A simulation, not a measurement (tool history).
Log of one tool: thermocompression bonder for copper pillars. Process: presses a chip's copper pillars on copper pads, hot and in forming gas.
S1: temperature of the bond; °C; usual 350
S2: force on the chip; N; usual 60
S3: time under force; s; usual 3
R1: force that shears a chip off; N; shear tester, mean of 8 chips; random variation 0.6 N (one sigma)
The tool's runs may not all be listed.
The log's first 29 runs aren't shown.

| run | day | S1 | S2 | S3 | R1 |
|---|---|---|---|---|---|
| 30 | 32.796 | 350 | 76 | 2 | 79.5 |
| 31 | 33.633 | 350 | 74 | 2 | 77.9 |
| 32 | 35.121 | 356 | 57 | 7 | 93.9 |
| 33 | 35.996 | 350 | 68 | 3 | 81.9 |
| 34 | 37.167 | 350 | 47 | 3 | 67.2 |
| 35 | 37.929 | 350 | 38 | 3 | 58.8 |
| 36 | 39.317 | 350 | 39 | 3 | 59.9 |
| 37 | 40.546 | 350 | 55 | 2 | 64.5 |

Forecast run 38:
| 38 | 41.258 | 350 | 38 | 8 | ? |

Run 38 gave R1 78.4 N.
Without the tool's hidden state the same run would have given R1 79.3 N.
